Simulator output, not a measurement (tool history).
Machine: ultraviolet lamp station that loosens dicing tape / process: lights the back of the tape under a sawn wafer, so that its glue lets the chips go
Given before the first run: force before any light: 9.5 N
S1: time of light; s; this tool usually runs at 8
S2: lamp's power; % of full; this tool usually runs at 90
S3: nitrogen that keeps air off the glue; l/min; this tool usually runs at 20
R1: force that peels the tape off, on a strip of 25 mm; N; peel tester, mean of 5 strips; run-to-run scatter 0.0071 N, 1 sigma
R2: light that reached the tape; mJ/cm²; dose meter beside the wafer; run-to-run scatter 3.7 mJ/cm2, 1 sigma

run   hour  S1  S2  S3     R1    R2
  1    0.0   8  90  20  0.253   619
  2    8.8   8  90  20  0.243   614
  3   20.4   8  90  20  0.239   618
  4   26.4   8  90   9  0.373   616
  5   38.1   8  90   9  0.379   611
  6   44.9   8  90  39  0.210   617
  7   56.8   8  90  39  0.206   616
  8   62.2   8  90  20  0.259   619
      68.3  -- window cleaned of glue's vapour
  9   71.2   8  90  20  0.250   619
 10   81.7   8  90  20  0.248   616
 11   91.1   8  90  20  0.250   612
 12  101.3   8  90  20  0.251   620
 13  111.7  10  88  20  0.203   755
 14  121.6   5  73  31  0.763   305
 15  128.2   8  73  16  0.410   498
 16  139.7   5  83  20  0.722   357
 17  149.9   8  74  20  0.336   510
 18  158.0   9  90  10  0.282   687
 19  167.2  12  72   6  0.354   739
 20  175.5   6  90  25  0.372   457
 21  184.1   6  90  25  0.379   455
 22  192.5  16  84  34  0.180  1148
 23  197.9  16  84  34  0.181  1162

Forecast each of these 3 alternatives for the next run:
  A  204.8  13  79   8   ?   ?
  B  204.8   8  70  28   ?   ?
  C  204.8   8  90  38   ?   ?

run     R1   R2
  A  0.231  875
  B  0.329  485
  C  0.213  620
Take away the tool's hidden state, keep each run's random variation, and the runs would have read:
run     R1   R2
  A  0.231  875
  B  0.329  485
  C  0.213  620

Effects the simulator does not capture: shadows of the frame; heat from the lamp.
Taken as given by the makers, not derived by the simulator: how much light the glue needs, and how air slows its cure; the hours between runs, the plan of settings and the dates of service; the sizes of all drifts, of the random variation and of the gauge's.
